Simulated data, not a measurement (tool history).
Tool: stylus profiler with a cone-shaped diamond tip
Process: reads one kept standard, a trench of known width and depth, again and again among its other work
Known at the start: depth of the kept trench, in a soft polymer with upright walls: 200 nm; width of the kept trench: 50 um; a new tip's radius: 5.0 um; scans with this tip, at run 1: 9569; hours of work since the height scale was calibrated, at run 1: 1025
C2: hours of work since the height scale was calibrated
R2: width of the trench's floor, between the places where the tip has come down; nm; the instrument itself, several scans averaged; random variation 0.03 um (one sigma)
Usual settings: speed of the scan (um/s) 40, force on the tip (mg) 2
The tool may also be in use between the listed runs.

run 1 hour=0 | speed_of_the_scan_(um/s)=40 force_on_the_tip_(mg)=2 | scans_with_this_tip=9569 C2=1025 | depth_of_the_trench_(nm)=202.22 R2=46990
run 2 hour=47.1 | speed_of_the_scan_(um/s)=40 force_on_the_tip_(mg)=2 | scans_with_this_tip=9848 C2=1055 | depth_of_the_trench_(nm)=202.13 R2=46990
run 3 hour=70.2 | speed_of_the_scan_(um/s)=40 force_on_the_tip_(mg)=2 | scans_with_this_tip=9985 C2=1069 | depth_of_the_trench_(nm)=202.09 R2=47000
run 4 hour=109.1 | speed_of_the_scan_(um/s)=40 force_on_the_tip_(mg)=2 | scans_with_this_tip=10215 C2=1094 | depth_of_the_trench_(nm)=202.13 R2=46990
run 5 hour=157.7 | speed_of_the_scan_(um/s)=40 force_on_the_tip_(mg)=2 | scans_with_this_tip=10502 C2=1125 | depth_of_the_trench_(nm)=202.16 R2=47040
run 6 hour=196.2 | speed_of_the_scan_(um/s)=40 force_on_the_tip_(mg)=2 | scans_with_this_tip=10731 C2=1149 | depth_of_the_trench_(nm)=202.08 R2=47020
run 7 hour=244.7 | speed_of_the_scan_(um/s)=40 force_on_the_tip_(mg)=2 | scans_with_this_tip=11017 C2=1180 | depth_of_the_trench_(nm)=202.15 R2=47050
run 8 hour=283.9 | speed_of_the_scan_(um/s)=40 force_on_the_tip_(mg)=2 | scans_with_this_tip=11250 C2=1205 | depth_of_the_trench_(nm)=202.12 R2=46980
run 9 hour=320.1 | speed_of_the_scan_(um/s)=40 force_on_the_tip_(mg)=2.38 | scans_with_this_tip=11463 C2=1228 | depth_of_the_trench_(nm)=202.4 R2=47000
run 10 hour=356.1 | speed_of_the_scan_(um/s)=40 force_on_the_tip_(mg)=0.82 | scans_with_this_tip=11677 C2=1250 | depth_of_the_trench_(nm)=201.2 R2=46930
run 11 hour=402.2 | speed_of_the_scan_(um/s)=40 force_on_the_tip_(mg)=1.14 | scans_with_this_tip=11950 C2=1280 | depth_of_the_trench_(nm)=201.46 R2=46980
run 12 hour=424.1 | speed_of_the_scan_(um/s)=29 force_on_the_tip_(mg)=1.14 | scans_with_this_tip=12079 C2=1294 | depth_of_the_trench_(nm)=201.45 R2=47060
run 13 hour=474.7 | speed_of_the_scan_(um/s)=29 force_on_the_tip_(mg)=1.14 | scans_with_this_tip=12378 C2=1326 | depth_of_the_trench_(nm)=201.44 R2=46990
run 14 hour=504.3 | speed_of_the_scan_(um/s)=29 force_on_the_tip_(mg)=1.14 | scans_with_this_tip=12554 C2=1344 | depth_of_the_trench_(nm)=201.46 R2=47050
run 15 hour=529.1 | speed_of_the_scan_(um/s)=67 force_on_the_tip_(mg)=1.14 | scans_with_this_tip=12701 C2=1360 | depth_of_the_trench_(nm)=201.49 R2=46860
run 16 hour=562.6 | speed_of_the_scan_(um/s)=40 force_on_the_tip_(mg)=2 | scans_with_this_tip=12899 C2=1381 | depth_of_the_trench_(nm)=202.12 R2=47030
run 17 hour=600.1 | speed_of_the_scan_(um/s)=40 force_on_the_tip_(mg)=2 | scans_with_this_tip=13121 C2=1405 | depth_of_the_trench_(nm)=202.11 R2=47050
run 18 hour=634.4 | speed_of_the_scan_(um/s)=40 force_on_the_tip_(mg)=2 | scans_with_this_tip=13324 C2=1427 | depth_of_the_trench_(nm)=202.17 R2=46980
run 19 hour=664.1 | speed_of_the_scan_(um/s)=75 force_on_the_tip_(mg)=1.33 | scans_with_this_tip=13500 C2=1446 | depth_of_the_trench_(nm)=201.61 R2=46800
run 20 hour=700.9 | speed_of_the_scan_(um/s)=27 force_on_the_tip_(mg)=0.8 | scans_with_this_tip=13717 C2=1469 | depth_of_the_trench_(nm)=201.19 R2=47000
-- hour=732.7 height scale calibrated on a step standard
run 21 hour=733.1 | speed_of_the_scan_(um/s)=105 force_on_the_tip_(mg)=3.06 | scans_with_this_tip=13905 C2=0 | depth_of_the_trench_(nm)=202.94 R2=46890
run 22 hour=754.8 | speed_of_the_scan_(um/s)=129 force_on_the_tip_(mg)=3.06 | scans_with_this_tip=14033 C2=14 | depth_of_the_trench_(nm)=202.84 R2=46770
run 23 hour=777.9 | speed_of_the_scan_(um/s)=129 force_on_the_tip_(mg)=3.06 | scans_with_this_tip=14170 C2=29 | depth_of_the_trench_(nm)=202.88 R2=46770
run 24 hour=819.5 | speed_of_the_scan_(um/s)=62 force_on_the_tip_(mg)=2 | scans_with_this_tip=14417 C2=55 | depth_of_the_trench_(nm)=202.18 R2=46920
run 25 hour=864 | speed_of_the_scan_(um/s)=15 force_on_the_tip_(mg)=2.66 | scans_with_this_tip=14680 C2=83 | depth_of_the_trench_(nm)=202.62 R2=47160
run 26 hour=908.6 | speed_of_the_scan_(um/s)=15 force_on_the_tip_(mg)=2.66 | scans_with_this_tip=14944 C2=112 | depth_of_the_trench_(nm)=202.55 R2=47160
run 27 hour=952.4 | speed_of_the_scan_(um/s)=15 force_on_the_tip_(mg)=2.66 | scans_with_this_tip=15203 C2=139 | depth_of_the_trench_(nm)=202.67 R2=47150
run 28 hour=982.9 | speed_of_the_scan_(um/s)=15 force_on_the_tip_(mg)=2.66 | scans_with_this_tip=15383 C2=159 | depth_of_the_trench_(nm)=202.57 R2=47110
run 29 hour=1024.6 | speed_of_the_scan_(um/s)=19 force_on_the_tip_(mg)=3.69 | scans_with_this_tip=15630 C2=185 | depth_of_the_trench_(nm)=203.29 R2=47130
run 30 hour=1056.1 | speed_of_the_scan_(um/s)=31 force_on_the_tip_(mg)=4.98 | scans_with_this_tip=15816 C2=205 | depth_of_the_trench_(nm)=203.97 R2=47110
run 31 hour=1082.6 | speed_of_the_scan_(um/s)=101 force_on_the_tip_(mg)=2.88 | scans_with_this_tip=15973 C2=222 | depth_of_the_trench_(nm)=202.94 R2=46810
run 32 hour=1126.3 | speed_of_the_scan_(um/s)=159 force_on_the_tip_(mg)=1.08 | scans_with_this_tip=16232 C2=250 | depth_of_the_trench_(nm)=201.48 R2=46360
run 33 hour=1166.2 | speed_of_the_scan_(um/s)=17 force_on_the_tip_(mg)=2 | scans_with_this_tip=16468 C2=275 | depth_of_the_trench_(nm)=202.11 R2=47160
run 34 hour=1214.6 | speed_of_the_scan_(um/s)=17 force_on_the_tip_(mg)=2 | scans_with_this_tip=16755 C2=305 | depth_of_the_trench_(nm)=202.21 R2=47040

Some steps in R2 between neighbouring runs. How much of each would the tool show without its hidden state too (settings, what came in, random variation), and how much is left for the hidden state, with any gauge scatter that isn't in both results?
The hidden state here: radius of the tip, um; height scale over the true one, %; drift of the gauge itself on depth_nm, %; drift of the gauge itself on floor_um, %.
Run 4 -> 5: no setting changed, nothing entered. R2 +50 nm: hidden state -10, all else +60.
Run 7 -> 8: no setting changed, nothing entered. R2 -70 nm: hidden state +10, all else -80.
Run 8 -> 9: force on the tip (mg) 2 -> 2.38. R2 +20 nm: hidden state -10, all else +30.
Run 30 -> 31: speed of the scan (um/s) 31 -> 101, force on the tip (mg) 4.98 -> 2.88. R2 -300 nm: hidden state +0, all else -300.
Run 31 -> 32: speed of the scan (um/s) 101 -> 159, force on the tip (mg) 2.88 -> 1.08. R2 -450 nm: hidden state -10, all else -440.
Run 32 -> 33: speed of the scan (um/s) 159 -> 17, force on the tip (mg) 1.08 -> 2. R2 +800 nm: hidden state +10, all else +790.

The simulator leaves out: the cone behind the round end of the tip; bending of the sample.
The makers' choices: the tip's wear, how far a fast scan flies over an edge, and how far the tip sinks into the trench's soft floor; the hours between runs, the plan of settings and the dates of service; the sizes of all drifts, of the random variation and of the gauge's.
